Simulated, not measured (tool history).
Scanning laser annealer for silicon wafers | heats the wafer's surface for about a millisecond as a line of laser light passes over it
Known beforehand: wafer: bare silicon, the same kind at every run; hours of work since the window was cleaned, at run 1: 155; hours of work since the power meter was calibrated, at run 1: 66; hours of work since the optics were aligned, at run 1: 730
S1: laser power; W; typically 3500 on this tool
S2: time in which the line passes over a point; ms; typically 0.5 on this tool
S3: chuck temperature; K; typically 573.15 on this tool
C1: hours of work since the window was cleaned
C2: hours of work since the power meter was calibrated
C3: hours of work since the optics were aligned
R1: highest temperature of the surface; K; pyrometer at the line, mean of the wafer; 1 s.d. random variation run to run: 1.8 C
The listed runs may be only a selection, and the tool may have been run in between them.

run 1 hour=0 | S1=3500 S2=0.5 S3=573.15 | C1=155 C2=66 C3=730 | R1=1290.15
run 2 hour=11.8 | S1=3500 S2=0.5 S3=573.15 | C1=161 C2=72 C3=736 | R1=1287.15
run 3 hour=22.1 | S1=3500 S2=0.5 S3=595.15 | C1=166 C2=77 C3=741 | R1=1309.15
run 4 hour=28 | S1=3500 S2=0.5 S3=595.15 | C1=169 C2=81 C3=744 | R1=1311.15
run 5 hour=37 | S1=3500 S2=0.5 S3=595.15 | C1=174 C2=85 C3=749 | R1=1310.15
run 6 hour=43.2 | S1=3500 S2=0.5 S3=573.15 | C1=177 C2=88 C3=752 | R1=1288.15
run 7 hour=52.9 | S1=3500 S2=0.5 S3=573.15 | C1=182 C2=93 C3=757 | R1=1288.15
-- hour=56.9 laser's power meter calibrated
run 8 hour=61.7 | S1=3500 S2=0.5 S3=573.15 | C1=185 C2=2 C3=760 | R1=1287.15
run 9 hour=72.6 | S1=3500 S2=0.5 S3=573.15 | C1=190 C2=8 C3=765 | R1=1290.15
run 10 hour=79.7 | S1=3719 S2=0.5 S3=584.15 | C1=194 C2=12 C3=769 | R1=1346.15
run 11 hour=92.6 | S1=3719 S2=0.5 S3=584.15 | C1=201 C2=18 C3=776 | R1=1350.15
run 12 hour=103 | S1=3536 S2=0.5 S3=560.15 | C1=206 C2=24 C3=781 | R1=1279.15
run 13 hour=114.4 | S1=3536 S2=0.5 S3=560.15 | C1=212 C2=29 C3=787 | R1=1282.15
run 14 hour=119.8 | S1=3536 S2=0.5 S3=560.15 | C1=214 C2=32 C3=790 | R1=1281.15
-- hour=128.5 laser's power meter calibrated, once more
run 15 hour=131.1 | S1=3519 S2=0.5 S3=598.15 | C1=219 C2=1 C3=794 | R1=1316.15
run 16 hour=140.2 | S1=3797 S2=0.422 S3=610.15 | C1=223 C2=6 C3=798 | R1=1320.15
run 17 hour=151.8 | S1=3797 S2=0.422 S3=610.15 | C1=229 C2=12 C3=804 | R1=1314.15

3 options for the next run, each taken on its own from the tool as it stands now. Forecast them:
run A hour=163.2 | S1=3652 S2=0.4 S3=537.15 | C1=235 C2=18 C3=810 | R1=?
run B hour=163.2 | S1=3224 S2=0.58 S3=609.15 | C1=235 C2=18 C3=810 | R1=?
run C hour=163.2 | S1=3032 S2=0.431 S3=534.15 | C1=235 C2=18 C3=810 | R1=?

run=A R1=1193.15
run=B R1=1316.15
run=C R1=1089.15
The same runs, with their run-to-run variation unchanged, on a tool lacking any hidden condition would have given:
run=A R1=1216.15
run=B R1=1340.15
run=C R1=1108.15
